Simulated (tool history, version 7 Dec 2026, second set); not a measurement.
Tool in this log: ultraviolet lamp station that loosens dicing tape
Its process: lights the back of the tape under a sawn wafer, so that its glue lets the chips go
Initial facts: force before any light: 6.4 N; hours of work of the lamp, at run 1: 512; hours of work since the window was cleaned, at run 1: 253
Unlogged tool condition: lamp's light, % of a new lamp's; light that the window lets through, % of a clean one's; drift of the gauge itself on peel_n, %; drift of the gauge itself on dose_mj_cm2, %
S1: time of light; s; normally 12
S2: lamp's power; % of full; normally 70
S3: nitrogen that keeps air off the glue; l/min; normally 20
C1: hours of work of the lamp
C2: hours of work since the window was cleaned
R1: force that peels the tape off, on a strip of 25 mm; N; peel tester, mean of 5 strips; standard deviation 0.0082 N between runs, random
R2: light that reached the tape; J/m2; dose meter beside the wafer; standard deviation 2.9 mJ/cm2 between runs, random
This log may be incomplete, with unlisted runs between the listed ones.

run,hour,S1,S2,S3,C1,C2,R1,R2
1,0,12,70,20,512,253,0.742,2930
2,24.7,12,70,20,531,272,0.735,2910
3,42.4,12,70,20,545,285,0.782,2840
4,72.2,12,70,20,568,308,0.789,2790
5,102.8,12,68,20,591,332,0.892,2660
6,121.3,12,68,20,605,346,0.908,2610
7,141.5,12,70,20,621,361,0.903,2640
8,173.9,12,85,20,646,386,0.639,3150
9,190.7,12,70,20,658,399,0.968,2530
# hour 209.9: window cleaned of glue's vapour
10,210.2,12,70,20,673,0,1.072,2350
11,246.7,12,70,11,701,28,1.427,2270
12,280.9,12,70,20,727,54,1.182,2210
13,301.3,12,70,20,743,70,1.224,2160
14,332,12,70,20,766,94,1.296,2140
15,353.6,12,63,20,783,110,1.534,1870
# hour 384.1: window cleaned of glue's vapour, once more
16,392.4,12,70,20,812,6,0.83,2720
17,418.1,12,70,20,832,26,0.851,2630
18,448.5,12,70,8,855,49,1.396,2620
19,487.7,12,70,8,885,79,1.435,2550
20,506.1,12,70,20,900,94,0.982,2480
21,536.3,21,63,20,923,117,0.412,3830
22,573.4,21,63,20,951,145,0.443,3690
# hour 593.1: lamp changed
23,604.6,13,71,26,9,168,0.281,4170
24,636.1,13,71,35,33,192,0.258,4170
25,660.2,15,70,20,51,211,0.269,4680
26,676.5,15,70,20,64,223,0.27,4610
27,702.3,19,70,20,84,243,0.168,5670
28,730.1,12,90,23,105,265,0.263,4580
29,764.3,16,68,11,131,291,0.409,4490
30,783.3,16,68,11,146,305,0.437,4380
31,802.7,12,68,38,161,320,0.441,3280
32,832.8,8,81,22,184,343,0.939,2530
33,857.5,21,81,25,203,362,0.135,6500
34,887.1,16,93,10,225,385,0.272,5550
35,909.2,7,91,10,242,402,1.448,2350
# hour 923.4: window cleaned of glue's vapour
36,943.7,21,72,8,268,16,0.209,6570
37,979.1,12,72,8,296,43,0.79,3670

Run 38 has not been measured yet. What should we expect?
38,1007.8,18,70,13,318,65,?,?

{"run 38": {"R1": 0.257, "R2": 5250}}
Were there no unlogged condition in the tool, this run, its random variation unchanged, would have produced R1 0.173 N, R2 6340 J/m2.
